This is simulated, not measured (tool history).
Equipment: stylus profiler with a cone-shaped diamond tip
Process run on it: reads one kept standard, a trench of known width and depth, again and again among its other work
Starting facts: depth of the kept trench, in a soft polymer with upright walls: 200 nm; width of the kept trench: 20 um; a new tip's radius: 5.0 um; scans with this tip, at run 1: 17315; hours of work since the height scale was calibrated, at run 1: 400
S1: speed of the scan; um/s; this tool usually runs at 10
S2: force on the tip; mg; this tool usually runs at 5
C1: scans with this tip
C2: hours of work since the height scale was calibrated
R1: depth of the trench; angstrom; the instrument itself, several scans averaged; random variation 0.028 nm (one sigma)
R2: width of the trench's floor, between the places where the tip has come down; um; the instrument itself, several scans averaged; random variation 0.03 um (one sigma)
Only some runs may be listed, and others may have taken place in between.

run    hour  S1     S2     C1   C2      R1     R2
  1       0  10      5  17315  400  2049.1  15.99
  2    87.8  10      5  18157  467  2049.6  15.86
  3   166.1  10      5  18907  527  2049.1  15.88
  4   255.3   3      5  19762  595  2049.1  15.91
  5   304.2   3      5  20232  632    2049  15.81
  6   343.8  25      5  20611  662  2048.4  15.72
  7   423.9  36      5  21379  723  2048.1  15.71
  8   492.2  36      5  22033  775  2048.2  15.73
  9   572.2  36      5  22801  836  2047.6  15.66
 10   628.2  10      5  23337  879  2047.4   15.6
 11     690  10      5  23930  926  2047.4  15.63
      745.6  -- height scale calibrated on a step standard
 12   779.6  10      5  24784   26  2044.7  15.61
 13   823.3  10      5  25202   59  2045.8  15.53
 14   861.9  10   6.97  25573   89  2057.7  15.54
 15   923.2  10   6.97  26161  135  2056.7  15.55
 16  1005.3  10   6.97  26947  198  2056.6   15.5
 17  1073.6  10      5  27602  250  2043.3  15.46
 18  1153.2  10      5  28365  310  2043.6  15.43
     1173.8  -- height scale calibrated on a step standard, once more
 19  1229.3   2      5  29090   42  2050.9  15.44
 20  1290.1   2      5  29673   89  2050.6  15.38
 21  1375.2  10      5  30489  153  2050.2  15.35
 22  1443.5   9      5  31143  205  2050.1  15.27
 23  1494.9   9      5  31636  244  2049.9  15.26
 24  1536.8  10  12.63  32038  276  2094.7  15.27
 25  1598.4  27   4.08  32628  323  2042.8  15.17
 26  1672.7  10   2.02  33340  380  2025.6  15.14
 27  1755.7   3    8.7  34136  443  2072.1  15.18
 28  1837.6  27   7.91  34921  505  2067.2  15.12
 29  1910.2   5    1.9  35617  561  2023.6  15.04
 30  1967.3   5    1.9  36164  604  2023.4  15.05
 31  2044.6   5    1.9  36905  663  2023.3  15.06
 32  2109.1  20  14.47  37524  712  2101.2  14.99
 33  2154.4  20   5.54  37959  746  2050.6  14.97
 34  2242.3   3   3.79  38801  813    2038  14.95
 35  2293.3  10   1.98  39289  852  2023.1   14.9
     2314.3  -- new tip fitted, height scale calibrated
 36  2358.8  10   1.98    427   34  2028.7     17
 37  2442.6  10   1.98   1229   98  2028.2  17.03
 38  2491.1  10   1.98   1695  135  2028.1  16.95
 39  2552.5  10   1.98   2283  181    2028  16.94
 40  2596.4  10   1.98   2704  215  2027.8  16.93
 41  2658.9  37   9.83   3303  262  2081.2  16.88
 42  2695.9   3   2.88   3658  290  2034.9  16.89
 43  2783.5   3   1.68   4497  357  2024.2  16.77
 44    2829  18  10.35   4933  392  2082.9  16.82

Run 45 comes next. What will it give?
 45  2883.7  14  13.13  5458  433   ?   ?

R1: 2097.5 angstrom
R2: 16.79 um
Minus the tool's unlogged condition, the same run would have read R1 2098.9 angstrom, R2 17.23 um.
